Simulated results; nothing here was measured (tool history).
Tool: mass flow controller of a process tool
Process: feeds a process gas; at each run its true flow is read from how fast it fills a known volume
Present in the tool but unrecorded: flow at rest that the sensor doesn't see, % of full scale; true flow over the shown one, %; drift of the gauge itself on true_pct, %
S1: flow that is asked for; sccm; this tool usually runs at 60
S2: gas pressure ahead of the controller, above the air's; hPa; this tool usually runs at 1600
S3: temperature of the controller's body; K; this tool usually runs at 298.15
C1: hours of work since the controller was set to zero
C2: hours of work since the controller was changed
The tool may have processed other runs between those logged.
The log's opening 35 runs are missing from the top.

{"run": 36, "hour": 10324.1, "S1": 19, "S2": 1600, "S3": 303.15, "C1": 814, "C2": 5623, "true flow (%)": 97.02}
{"run": 37, "hour": 10565.1, "S1": 19, "S2": 1590, "S3": 301.15, "C1": 988, "C2": 5797, "true flow (%)": 96.88}
{"run": 38, "hour": 10821.6, "S1": 96, "S2": 2150, "S3": 300.15, "C1": 1174, "C2": 5983, "true flow (%)": 100.2}
{"run": 39, "hour": 11117.8, "S1": 96, "S2": 2150, "S3": 300.15, "C1": 1389, "C2": 6198, "true flow (%)": 100.2}
{"run": 40, "hour": 11450.0, "S1": 96, "S2": 1600, "S3": 294.15, "C1": 1629, "C2": 6438, "true flow (%)": 100.79}
{"run": 41, "hour": 11861.2, "S1": 60, "S2": 1910, "S3": 299.15, "C1": 1927, "C2": 6736, "true flow (%)": 98.82}
{"run": 42, "hour": 12248.2, "S1": 95, "S2": 1550, "S3": 300.15, "C1": 2207, "C2": 7016, "true flow (%)": 100.52}
{"run": 43, "hour": 12518.9, "S1": 90, "S2": 1600, "S3": 299.15, "C1": 2403, "C2": 7212, "true flow (%)": 100.33}
{"run": 44, "hour": 12924.6, "S1": 60, "S2": 1890, "S3": 300.15, "C1": 2697, "C2": 7506, "true flow (%)": 98.66}
{"run": 45, "hour": 13253.8, "S1": 60, "S2": 1890, "S3": 300.15, "C1": 2936, "C2": 7744, "true flow (%)": 98.73}
{"run": 46, "hour": 13574.0, "S1": 60, "S2": 1890, "S3": 300.15, "C1": 3168, "C2": 7976, "true flow (%)": 98.66}
{"run": 47, "hour": 13933.1, "S1": 79, "S2": 1660, "S3": 295.15, "C1": 3428, "C2": 8236, "true flow (%)": 99.86}
{"run": 48, "hour": 14245.8, "S1": 13, "S2": 2540, "S3": 298.15, "C1": 3654, "C2": 8463, "true flow (%)": 92.25}

Here are 3 independent what-if runs from the current tool condition. What would each one return?
{"run": "A", "hour": 14491.5, "S1": 60, "S2": 1460, "S3": 300.15, "C1": 3832, "C2": 8641, "true flow (%)": "?"}
{"run": "B", "hour": 14491.5, "S1": 60, "S2": 1600, "S3": 304.15, "C1": 3832, "C2": 8641, "true flow (%)": "?"}
{"run": "C", "hour": 14491.5, "S1": 60, "S2": 1830, "S3": 310.15, "C1": 3832, "C2": 8641, "true flow (%)": "?"}

run=A true_flow_(%)=98.80
run=B true_flow_(%)=98.60
run=C true_flow_(%)=98.24
What these runs would have given with no unlogged condition in the tool:
run=A true_flow_(%)=98.98
run=B true_flow_(%)=98.78
run=C true_flow_(%)=98.42
